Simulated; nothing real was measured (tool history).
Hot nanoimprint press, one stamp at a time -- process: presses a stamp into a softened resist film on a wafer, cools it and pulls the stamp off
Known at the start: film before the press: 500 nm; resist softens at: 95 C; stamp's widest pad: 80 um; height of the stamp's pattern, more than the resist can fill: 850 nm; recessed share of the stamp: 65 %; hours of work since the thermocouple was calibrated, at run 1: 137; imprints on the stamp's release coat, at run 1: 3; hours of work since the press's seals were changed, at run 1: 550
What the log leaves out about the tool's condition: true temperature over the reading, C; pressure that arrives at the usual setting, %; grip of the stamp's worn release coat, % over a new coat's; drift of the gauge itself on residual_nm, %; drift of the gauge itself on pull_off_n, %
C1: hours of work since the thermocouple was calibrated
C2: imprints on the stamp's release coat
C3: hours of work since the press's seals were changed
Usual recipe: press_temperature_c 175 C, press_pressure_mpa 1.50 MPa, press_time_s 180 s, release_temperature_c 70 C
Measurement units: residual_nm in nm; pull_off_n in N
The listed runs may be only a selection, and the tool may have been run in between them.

{"run": 1, "hour": 0.0, "press_temperature_c": 175, "press_pressure_mpa": 1.5, "press_time_s": 180, "release_temperature_c": 70, "C1": 137, "C2": 3, "C3": 550, "residual_nm": 300.9, "pull_off_n": 203}
{"run": 2, "hour": 22.6, "press_temperature_c": 175, "press_pressure_mpa": 1.5, "press_time_s": 180, "release_temperature_c": 73, "C1": 147, "C2": 53, "C3": 560, "residual_nm": 298.7, "pull_off_n": 209}
{"run": 3, "hour": 51.8, "press_temperature_c": 175, "press_pressure_mpa": 1.5, "press_time_s": 180, "release_temperature_c": 66, "C1": 160, "C2": 118, "C3": 573, "residual_nm": 303.1, "pull_off_n": 214}
{"run": 4, "hour": 80.6, "press_temperature_c": 175, "press_pressure_mpa": 1.5, "press_time_s": 195, "release_temperature_c": 66, "C1": 173, "C2": 182, "C3": 585, "residual_nm": 294.4, "pull_off_n": 220}
{"run": 5, "hour": 111.4, "press_temperature_c": 175, "press_pressure_mpa": 1.5, "press_time_s": 180, "release_temperature_c": 70, "C1": 187, "C2": 251, "C3": 599, "residual_nm": 304.7, "pull_off_n": 223}
{"run": 6, "hour": 133.4, "press_temperature_c": 175, "press_pressure_mpa": 1.5, "press_time_s": 180, "release_temperature_c": 70, "C1": 196, "C2": 300, "C3": 609, "residual_nm": 302.6, "pull_off_n": 225}
{"run": 7, "hour": 152.1, "press_temperature_c": 175, "press_pressure_mpa": 1.5, "press_time_s": 180, "release_temperature_c": 70, "C1": 205, "C2": 341, "C3": 617, "residual_nm": 304.3, "pull_off_n": 223}
{"run": 8, "hour": 174.6, "press_temperature_c": 175, "press_pressure_mpa": 1.5, "press_time_s": 180, "release_temperature_c": 70, "C1": 215, "C2": 392, "C3": 627, "residual_nm": 304.7, "pull_off_n": 227}
{"run": 9, "hour": 199.6, "press_temperature_c": 175, "press_pressure_mpa": 1.5, "press_time_s": 180, "release_temperature_c": 70, "C1": 226, "C2": 447, "C3": 639, "residual_nm": 303.1, "pull_off_n": 241}
{"run": 10, "hour": 217.2, "press_temperature_c": 175, "press_pressure_mpa": 1.5, "press_time_s": 180, "release_temperature_c": 70, "C1": 234, "C2": 486, "C3": 646, "residual_nm": 303.9, "pull_off_n": 242}
{"run": 11, "hour": 234.3, "press_temperature_c": 175, "press_pressure_mpa": 2.16, "press_time_s": 180, "release_temperature_c": 70, "C1": 241, "C2": 525, "C3": 654, "residual_nm": 255.9, "pull_off_n": 236}
{"hour": 243.5, "done": "stamp cleaned and given a new release coat"}
{"run": 12, "hour": 259.9, "press_temperature_c": 175, "press_pressure_mpa": 2.16, "press_time_s": 180, "release_temperature_c": 70, "C1": 250, "C2": 36, "C3": 663, "residual_nm": 258.8, "pull_off_n": 208}
{"run": 13, "hour": 279.7, "press_temperature_c": 175, "press_pressure_mpa": 2.16, "press_time_s": 180, "release_temperature_c": 70, "C1": 259, "C2": 80, "C3": 671, "residual_nm": 258.2, "pull_off_n": 206}
{"run": 14, "hour": 299.9, "press_temperature_c": 175, "press_pressure_mpa": 2.16, "press_time_s": 180, "release_temperature_c": 70, "C1": 268, "C2": 125, "C3": 680, "residual_nm": 258.4, "pull_off_n": 213}
{"run": 15, "hour": 330.9, "press_temperature_c": 175, "press_pressure_mpa": 2.16, "press_time_s": 180, "release_temperature_c": 70, "C1": 282, "C2": 194, "C3": 694, "residual_nm": 260.8, "pull_off_n": 219}
{"run": 16, "hour": 349.9, "press_temperature_c": 175, "press_pressure_mpa": 1.65, "press_time_s": 180, "release_temperature_c": 65, "C1": 290, "C2": 237, "C3": 703, "residual_nm": 294.7, "pull_off_n": 227}
{"run": 17, "hour": 364.0, "press_temperature_c": 175, "press_pressure_mpa": 1.65, "press_time_s": 180, "release_temperature_c": 65, "C1": 296, "C2": 268, "C3": 709, "residual_nm": 295.5, "pull_off_n": 231}
{"run": 18, "hour": 391.5, "press_temperature_c": 175, "press_pressure_mpa": 1.46, "press_time_s": 180, "release_temperature_c": 65, "C1": 309, "C2": 329, "C3": 721, "residual_nm": 308.9, "pull_off_n": 233}
{"run": 19, "hour": 415.5, "press_temperature_c": 168, "press_pressure_mpa": 1.39, "press_time_s": 90, "release_temperature_c": 70, "C1": 319, "C2": 383, "C3": 732, "residual_nm": 408.0, "pull_off_n": 238}
{"run": 20, "hour": 444.4, "press_temperature_c": 168, "press_pressure_mpa": 1.88, "press_time_s": 109, "release_temperature_c": 73, "C1": 332, "C2": 447, "C3": 745, "residual_nm": 362.6, "pull_off_n": 236}
{"run": 21, "hour": 467.6, "press_temperature_c": 175, "press_pressure_mpa": 1.41, "press_time_s": 248, "release_temperature_c": 70, "C1": 343, "C2": 499, "C3": 755, "residual_nm": 288.5, "pull_off_n": 242}
{"hour": 487.7, "done": "stamp cleaned and given a new release coat"}
{"run": 22, "hour": 491.1, "press_temperature_c": 178, "press_pressure_mpa": 1.23, "press_time_s": 172, "release_temperature_c": 70, "C1": 350, "C2": 8, "C3": 763, "residual_nm": 320.8, "pull_off_n": 203}
{"run": 23, "hour": 521.3, "press_temperature_c": 178, "press_pressure_mpa": 1.23, "press_time_s": 172, "release_temperature_c": 76, "C1": 364, "C2": 75, "C3": 776, "residual_nm": 322.8, "pull_off_n": 201}
{"run": 24, "hour": 540.8, "press_temperature_c": 183, "press_pressure_mpa": 1.23, "press_time_s": 91, "release_temperature_c": 76, "C1": 372, "C2": 118, "C3": 785, "residual_nm": 347.8, "pull_off_n": 210}
{"run": 25, "hour": 554.6, "press_temperature_c": 183, "press_pressure_mpa": 1.68, "press_time_s": 91, "release_temperature_c": 73, "C1": 379, "C2": 149, "C3": 791, "residual_nm": 308.5, "pull_off_n": 211}
{"run": 26, "hour": 575.7, "press_temperature_c": 183, "press_pressure_mpa": 1.68, "press_time_s": 167, "release_temperature_c": 56, "C1": 388, "C2": 196, "C3": 801, "residual_nm": 260.4, "pull_off_n": 239}
{"run": 27, "hour": 604.5, "press_temperature_c": 183, "press_pressure_mpa": 1.68, "press_time_s": 167, "release_temperature_c": 56, "C1": 401, "C2": 260, "C3": 813, "residual_nm": 259.7, "pull_off_n": 237}
{"run": 28, "hour": 620.9, "press_temperature_c": 183, "press_pressure_mpa": 1.68, "press_time_s": 167, "release_temperature_c": 56, "C1": 408, "C2": 297, "C3": 821, "residual_nm": 260.5, "pull_off_n": 239}
{"run": 29, "hour": 642.3, "press_temperature_c": 183, "press_pressure_mpa": 1.68, "press_time_s": 167, "release_temperature_c": 56, "C1": 418, "C2": 345, "C3": 830, "residual_nm": 260.4, "pull_off_n": 239}

Alternative continuations, all from the tool just after run 29; predict every row:
{"run": "A", "hour": 672.7, "press_temperature_c": 178, "press_pressure_mpa": 1.91, "press_time_s": 167, "release_temperature_c": 77, "C1": 431, "C2": 412, "C3": 844, "residual_nm": "?", "pull_off_n": "?"}
{"run": "B", "hour": 672.7, "press_temperature_c": 179, "press_pressure_mpa": 1.91, "press_time_s": 180, "release_temperature_c": 75, "C1": 431, "C2": 412, "C3": 844, "residual_nm": "?", "pull_off_n": "?"}
{"run": "C", "hour": 672.7, "press_temperature_c": 164, "press_pressure_mpa": 1.68, "press_time_s": 123, "release_temperature_c": 58, "C1": 431, "C2": 412, "C3": 844, "residual_nm": "?", "pull_off_n": "?"}

run=A residual_nm=270.5 pull_off_n=222
run=B residual_nm=255.4 pull_off_n=227
run=C residual_nm=391.8 pull_off_n=249
Without the tool's unlogged condition, the same runs would have read:
run=A residual_nm=250.9 pull_off_n=193
run=B residual_nm=236.6 pull_off_n=198
run=C residual_nm=373.2 pull_off_n=218

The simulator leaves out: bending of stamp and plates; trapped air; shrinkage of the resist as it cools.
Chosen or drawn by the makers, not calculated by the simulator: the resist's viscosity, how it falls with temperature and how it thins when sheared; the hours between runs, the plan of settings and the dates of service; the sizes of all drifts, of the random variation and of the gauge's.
